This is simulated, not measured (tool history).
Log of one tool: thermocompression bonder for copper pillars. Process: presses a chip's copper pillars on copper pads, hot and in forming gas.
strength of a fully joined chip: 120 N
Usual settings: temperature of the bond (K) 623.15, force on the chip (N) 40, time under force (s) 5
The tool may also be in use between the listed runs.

run	hour	temperature of the bond (K)	force on the chip (N)	time under force (s)	force that shears a chip off (N)
1	0.0	623.15	40	5	61.3
2	6.7	623.15	40	5	61.8
3	11.5	623.15	40	5	61.8
4	19.1	623.15	40	5	61.3
5	25.6	623.15	40	5	59.8
6	30.2	623.15	44	5	63.8
7	34.8	623.15	44	5	64.4
8	38.9	623.15	44	5	65.4
9	47.9	648.15	44	5	75.5
10	52.0	623.15	59	5	73.1
11	60.2	599.15	44	4	48.0
12	66.1	621.15	38	3	48.1
13	71.7	623.15	46	14	85.2
14	77.0	633.15	51	7	80.8
# hour 84.0: heater calibrated with a thermocouple chip
15	84.0	650.15	40	11	93.0

Forecast each of these 3 alternatives for the next run:
A	92.6	646.15	55	10	?
B	92.6	637.15	40	8	?
C	92.6	623.15	40	5	?

run	force that shears a chip off (N)
A	96.8
B	81.4
C	64.1
Without the tool's hidden state the same runs would have given:
run	force that shears a chip off (N)
A	101.9
B	85.5
C	67.3
